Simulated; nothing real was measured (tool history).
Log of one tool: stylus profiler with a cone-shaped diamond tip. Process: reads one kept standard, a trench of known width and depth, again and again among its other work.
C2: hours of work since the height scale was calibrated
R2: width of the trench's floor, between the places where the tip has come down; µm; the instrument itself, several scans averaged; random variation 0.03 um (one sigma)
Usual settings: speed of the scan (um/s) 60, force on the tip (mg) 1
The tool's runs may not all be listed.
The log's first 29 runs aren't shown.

Run 30, hour 1313.9: usual settings but speed of the scan (um/s) 43, force on the tip (mg) 0.92; scans with this tip 15060; C2 282. Result: depth of the trench (nm) 201.51, R2 27.08 µm.
Run 31, hour 1367.7: usual settings but speed of the scan (um/s) 15, force on the tip (mg) 2.31; scans with this tip 15328; C2 312. Result: depth of the trench (nm) 202.45, R2 27.37 µm.
Run 32, hour 1403: usual settings but speed of the scan (um/s) 15, force on the tip (mg) 2.31; scans with this tip 15505; C2 332. Result: depth of the trench (nm) 202.48, R2 27.34 µm.
Run 33, hour 1433.9: usual settings but speed of the scan (um/s) 187, force on the tip (mg) 2.11; scans with this tip 15659; C2 349. Result: depth of the trench (nm) 202.43, R2 26.36 µm.
Run 34, hour 1492.2: usual settings but speed of the scan (um/s) 187, force on the tip (mg) 2.11; scans with this tip 15951; C2 382. Result: depth of the trench (nm) 202.44, R2 26.31 µm.
Run 35, hour 1538.5: usual settings but speed of the scan (um/s) 187, force on the tip (mg) 2.11; scans with this tip 16182; C2 407. Result: depth of the trench (nm) 202.31, R2 26.36 µm.
Run 36, hour 1575.1: usual settings but speed of the scan (um/s) 91, force on the tip (mg) 0.99; scans with this tip 16365; C2 428. Result: depth of the trench (nm) 201.59, R2 26.6 µm.
Run 37, hour 1633: usual settings but speed of the scan (um/s) 193, force on the tip (mg) 2.92; scans with this tip 16654; C2 460. Result: depth of the trench (nm) 203.03, R2 26.44 µm.
Run 38, hour 1658.6: usual settings but speed of the scan (um/s) 19, force on the tip (mg) 0.55; scans with this tip 16782; C2 474. Result: depth of the trench (nm) 201.07, R2 27.15 µm.
Run 39, hour 1697.6: usual settings but speed of the scan (um/s) 19, force on the tip (mg) 0.55; scans with this tip 16976; C2 496. Result: depth of the trench (nm) 201.13, R2 27.15 µm.
Run 40, hour 1757.2: usual settings but speed of the scan (um/s) 19, force on the tip (mg) 0.55; scans with this tip 17274; C2 529. Result: depth of the trench (nm) 201.17, R2 27.14 µm.
Run 41, hour 1820.4: usual settings but speed of the scan (um/s) 171, force on the tip (mg) 2.14; scans with this tip 17590; C2 564. Result: depth of the trench (nm) 202.54, R2 26.36 µm.

Run 42 comes next. What will it give?
Run 42, hour 1869.6: usual settings but speed of the scan (um/s) 68, force on the tip (mg) 0.68; scans with this tip 17836; C2 592. Result: depth of the trench (nm) ?, R2 ?.

{"run 42": {"depth of the trench (nm)": 201.28, "R2": 26.7}}
Without the tool's hidden state the same run would have given depth of the trench (nm) 200.95, R2 27.44 µm.
